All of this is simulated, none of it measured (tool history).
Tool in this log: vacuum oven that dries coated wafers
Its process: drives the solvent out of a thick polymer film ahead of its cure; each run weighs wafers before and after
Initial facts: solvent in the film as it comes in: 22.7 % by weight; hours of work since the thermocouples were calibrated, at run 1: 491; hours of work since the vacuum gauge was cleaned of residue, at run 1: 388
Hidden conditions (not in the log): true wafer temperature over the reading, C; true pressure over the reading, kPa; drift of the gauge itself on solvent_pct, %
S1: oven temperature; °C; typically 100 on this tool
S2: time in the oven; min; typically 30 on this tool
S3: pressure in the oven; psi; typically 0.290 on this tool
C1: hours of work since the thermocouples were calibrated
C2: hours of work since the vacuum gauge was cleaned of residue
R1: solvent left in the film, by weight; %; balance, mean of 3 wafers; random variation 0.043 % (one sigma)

run	hour	S1	S2	S3	C1	C2	R1
1	0.0	100	30	0.290	491	388	3.06
2	22.4	100	53	0.290	508	405	2.16
3	35.0	100	53	0.213	517	415	1.66
4	59.9	100	53	0.213	536	433	1.70
5	76.9	100	53	0.213	549	446	1.66
6	93.9	100	30	0.290	562	459	3.11
7	117.7	100	30	0.290	580	477	3.02
8	132.1	100	30	0.290	591	488	3.07
9	144.0	100	30	0.553	600	497	4.74
10	166.7	110	31	0.579	617	514	2.92
11	191.2	92	32	0.178	636	533	5.05
12	207.2	109	24	0.178	648	545	1.24
13	224.5	109	24	0.453	661	558	2.61
14	239.8	109	24	0.453	673	570	2.65
15	263.8	109	22	1.153	691	588	6.12
16	285.3	100	30	0.219	707	604	2.62
17	306.9	105	30	0.290	723	621	2.08
18	317.1	105	30	0.367	731	628	2.57

Alternative continuations, all from the tool just after run 18; predict every row:
A	333.0	92	34	0.367	743	640	?
B	333.0	105	25	0.606	743	640	?
C	333.0	89	34	0.596	743	640	?
D	333.0	114	46	0.608	743	640	?

run	R1
A	6.29
B	4.17
C	9.59
D	2.60
What these runs would have given with no unlogged condition in the tool:
run	R1
A	5.71
B	3.83
C	8.94
D	2.43
